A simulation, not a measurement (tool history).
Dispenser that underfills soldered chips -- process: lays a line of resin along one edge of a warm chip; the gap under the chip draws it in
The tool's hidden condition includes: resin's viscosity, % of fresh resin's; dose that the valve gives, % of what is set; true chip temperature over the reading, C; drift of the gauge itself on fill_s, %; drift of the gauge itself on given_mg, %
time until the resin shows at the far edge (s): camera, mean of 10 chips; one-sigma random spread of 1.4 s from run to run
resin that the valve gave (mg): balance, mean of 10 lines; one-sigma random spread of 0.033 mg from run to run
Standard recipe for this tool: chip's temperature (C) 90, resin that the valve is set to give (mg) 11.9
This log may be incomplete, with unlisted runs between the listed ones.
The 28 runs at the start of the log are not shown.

run	day	chip's temperature (C)	resin that the valve is set to give (mg)	hours of work since the syringe was changed	hours of work since the valve was cleaned	hours of work since the stage was calibrated	time until the resin shows at the far edge (s)	resin that the valve gave (mg)
# day 3.696: new syringe of resin
29	3.792	103	11.7	2	25	120	85.1	11.48
30	3.971	104	12.9	5	29	124	96.9	12.63
31	4.058	104	12.9	7	30	125	105.5	12.64
32	4.158	94	11.7	9	32	127	180.7	11.42
33	4.246	86	13.4	10	34	129	270	13.12
# day 4.325: new syringe of resin
34	4.425	83	12.5	2	37	132	200.4	12.14
35	4.588	85	10.3	5	40	135	230.1	10.02
# day 4.796: dispensing valve cleaned and set on the balance
36	4.8	98	13	8	0	138	146	13
# day 4.996: new syringe of resin
37	4.996	99	12.2	0	3	142	91.6	12.14

Predict each of these 3 candidate next runs independently; none follows another, all start after run 37:
A	5.171	100	12.2	3	7	145	?	?
B	5.171	78	12.5	3	7	145	?	?
C	5.171	90	13.7	3	7	145	?	?

run	time until the resin shows at the far edge (s)	resin that the valve gave (mg)
A	103.3	12.19
B	264.8	12.43
C	153.5	13.63
Without the tool's hidden state the same runs would have given:
run	time until the resin shows at the far edge (s)	resin that the valve gave (mg)
A	88.8	12.26
B	227.7	12.5
C	131.9	13.71
